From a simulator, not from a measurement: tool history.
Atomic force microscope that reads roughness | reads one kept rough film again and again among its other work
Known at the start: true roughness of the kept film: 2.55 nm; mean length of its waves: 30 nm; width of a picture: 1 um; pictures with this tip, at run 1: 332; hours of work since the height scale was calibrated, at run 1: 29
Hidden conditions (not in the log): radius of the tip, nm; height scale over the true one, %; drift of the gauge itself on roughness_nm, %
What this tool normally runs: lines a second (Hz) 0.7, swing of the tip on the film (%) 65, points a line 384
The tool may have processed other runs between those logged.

run   hour  lines a second (Hz)  swing of the tip on the film (%)  points a line  pictures with this tip  hours of work since the height scale was calibrated  roughness of the kept film (nm (root mean square))
  1      0                  0.7                                65            384                     332                                                   29                                               1.935
  2   12.8                  0.7                                65            584                     352                                                   38                                               1.918
  3   25.9                  0.7                                65            584                     373                                                   46                                               1.888
  4   37.4                  0.7                                85            384                     391                                                   53                                               1.784
      40.7  -- new tip fitted
  5   47.4                  0.7                                85            384                      11                                                   59                                               2.127
  6   54.3                  0.7                                65            384                      22                                                   64                                               2.249
  7   68.3                  0.7                                65            384                      44                                                   73                                               2.224
  8   77.3                  0.7                                65            384                      59                                                   79                                               2.202
  9   89.7                  0.7                                65            384                      78                                                   87                                                2.17
 10  102.8                  0.7                                60            384                      99                                                   95                                               2.181
       105  -- height scale calibrated on a step standard
 11  115.6                  0.7                                60            384                     118                                                    7                                               2.135
 12  126.2                  0.7                                60            384                     135                                                   14                                               2.128
 13  140.1                  0.7                                60            384                     157                                                   23                                               2.102
     146.4  -- height scale calibrated on a step standard, once more
 14  150.2                  0.7                                65            384                     171                                                    2                                               2.085
 15  159.6                1.441                                65            384                     186                                                    8                                               2.005
 16  171.1                  0.7                                65            384                     204                                                   16                                               2.054
 17  180.6                  0.7                                58            384                     219                                                   22                                               2.041
 18  187.8                0.554                                65            325                     231                                                   27                                               2.023
 19  200.8                0.886                                67            257                     251                                                   35                                                1.97
 20  207.3                0.886                                68            257                     262                                                   39                                               1.942
 21  219.4                2.682                                65            403                     281                                                   47                                               1.831
 22  230.1                1.198                                65            923                     298                                                   54                                               1.912
 23  240.7                1.953                                63            839                     315                                                   61                                               1.869
 24  254.7                2.653                                63            839                     337                                                   70                                               1.805
 25    265                  0.7                                83            716                     353                                                   76                                               1.817
 26  276.3                  0.7                                83            716                     371                                                   84                                                1.82
 27  285.9                  0.7                                65            994                     386                                                   90                                               1.887
     291.7  -- new tip fitted
 28    299                  0.7                                86            426                      11                                                   98                                               2.122
 29  311.2                0.761                                65            384                      31                                                  106                                               2.229
 30  320.3                0.761                                65            384                      45                                                  112                                               2.214
 31    327                0.761                                65            384                      56                                                  116                                               2.178
 32  336.4                0.761                                65            384                      71                                                  122                                               2.182
 33  346.2                0.537                                65            448                      86                                                  128                                               2.185

What if the next run were any one of these 3? Each begins from the tool's condition after run 33:
  A  358.8                1.754                                65            682                     106                                                  136                                                   ?
  B  358.8                1.192                                71            469                     106                                                  136                                                   ?
  C  358.8                2.574                                85            691                     106                                                  136                                                   ?

run  roughness of the kept film (nm (root mean square))
  A                                               2.064
  B                                               2.065
  C                                               1.682
Take away the tool's hidden state, keep each run's random variation, and the runs would have read:
run  roughness of the kept film (nm (root mean square))
  A                                               2.196
  B                                               2.197
  C                                               1.789
